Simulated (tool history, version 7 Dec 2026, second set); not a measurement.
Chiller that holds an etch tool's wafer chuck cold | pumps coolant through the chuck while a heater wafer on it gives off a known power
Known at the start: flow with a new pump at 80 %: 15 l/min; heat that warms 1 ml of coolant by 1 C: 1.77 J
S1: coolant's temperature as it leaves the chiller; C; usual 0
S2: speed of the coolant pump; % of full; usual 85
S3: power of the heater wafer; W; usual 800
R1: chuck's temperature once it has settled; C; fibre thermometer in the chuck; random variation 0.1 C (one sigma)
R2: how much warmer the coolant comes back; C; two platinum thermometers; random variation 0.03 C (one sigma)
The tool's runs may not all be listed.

run 1 hour=0.0 | S1=0 S2=85 S3=800 | R1=8.4 R2=1.72
-- hour=23.2 coolant changed, channels flushed
run 2 hour=33.9 | S1=0 S2=85 S3=800 | R1=8.4 R2=1.66
run 3 hour=74.5 | S1=0 S2=85 S3=800 | R1=8.3 R2=1.64
run 4 hour=102.2 | S1=0 S2=85 S3=800 | R1=8.2 R2=1.62
run 5 hour=135.4 | S1=0 S2=85 S3=800 | R1=8.3 R2=1.60
run 6 hour=161.2 | S1=0 S2=85 S3=800 | R1=8.4 R2=1.54
run 7 hour=194.5 | S1=0 S2=85 S3=800 | R1=8.6 R2=1.58
run 8 hour=234.0 | S1=0 S2=85 S3=800 | R1=8.3 R2=1.57
run 9 hour=260.6 | S1=0 S2=85 S3=800 | R1=8.4 R2=1.55
run 10 hour=295.1 | S1=0 S2=85 S3=800 | R1=8.3 R2=1.55
run 11 hour=330.7 | S1=0 S2=85 S3=440 | R1=4.6 R2=0.64
run 12 hour=356.7 | S1=0 S2=91 S3=800 | R1=8.1 R2=1.34
run 13 hour=383.3 | S1=0 S2=91 S3=800 | R1=8.0 R2=1.32
run 14 hour=424.3 | S1=0 S2=85 S3=800 | R1=8.3 R2=1.35
run 15 hour=458.5 | S1=0 S2=75 S3=800 | R1=9.1 R2=1.61
run 16 hour=487.2 | S1=0 S2=85 S3=800 | R1=8.4 R2=1.34
run 17 hour=509.0 | S1=0 S2=64 S3=800 | R1=9.8 R2=1.88
run 18 hour=549.6 | S1=8 S2=63 S3=714 | R1=16.9 R2=1.63
run 19 hour=567.6 | S1=4 S2=71 S3=554 | R1=10.5 R2=0.97
run 20 hour=600.8 | S1=-10 S2=90 S3=800 | R1=-1.9 R2=1.23
run 21 hour=625.0 | S1=-10 S2=90 S3=1063 | R1=0.8 R2=1.71
run 22 hour=665.1 | S1=-8 S2=62 S3=466 | R1=-2.0 R2=0.91
-- hour=678.3 gauge calibrated
run 23 hour=684.8 | S1=7 S2=62 S3=466 | R1=12.8 R2=1.35
run 24 hour=718.7 | S1=7 S2=62 S3=466 | R1=12.9 R2=1.32
run 25 hour=750.6 | S1=-9 S2=85 S3=667 | R1=-1.9 R2=1.37
run 26 hour=773.9 | S1=-5 S2=97 S3=841 | R1=3.2 R2=1.52
run 27 hour=812.0 | S1=0 S2=91 S3=702 | R1=7.1 R2=1.30
run 28 hour=848.8 | S1=-8 S2=83 S3=702 | R1=-0.5 R2=1.38
run 29 hour=869.5 | S1=-2 S2=72 S3=929 | R1=8.7 R2=2.15
run 30 hour=900.4 | S1=-4 S2=87 S3=929 | R1=5.6 R2=1.81
run 31 hour=932.9 | S1=-7 S2=88 S3=702 | R1=0.1 R2=1.27

Some steps in R2 between neighbouring runs. How much of each would the tool show without its hidden state too (settings, what came in, random variation), and how much is left for the hidden state, with any gauge scatter that isn't in both results?
The hidden state here: heat passed by the chuck's channels, % of clean ones'; flow at a given pump speed, % of a new pump's; coolant's true temperature over the reading, C; drift of the gauge itself on chuck_c, C; drift of the gauge itself on warmer_back_c, C.
Run 7 -> 8: no setting changed, nothing entered. R2 -0.01 C: hidden state -0.04, all else +0.03.
Run 10 -> 11: S3 800 -> 440. R2 -0.91 C: hidden state -0.03, all else -0.88.
Run 17 -> 18: S1 0 -> 8, S2 64 -> 63, S3 800 -> 714. R2 -0.25 C: hidden state -0.04, all else -0.21.
Run 21 -> 22: S1 -10 -> -8, S2 90 -> 62, S3 1063 -> 466. R2 -0.80 C: hidden state -0.03, all else -0.77.
Run 22 -> 23: S1 -8 -> 7, gauge calibrated. R2 +0.44 C: hidden state +0.47, all else -0.03.
Run 28 -> 29: S1 -8 -> -2, S2 83 -> 72, S3 702 -> 929. R2 +0.77 C: hidden state -0.01, all else +0.78.

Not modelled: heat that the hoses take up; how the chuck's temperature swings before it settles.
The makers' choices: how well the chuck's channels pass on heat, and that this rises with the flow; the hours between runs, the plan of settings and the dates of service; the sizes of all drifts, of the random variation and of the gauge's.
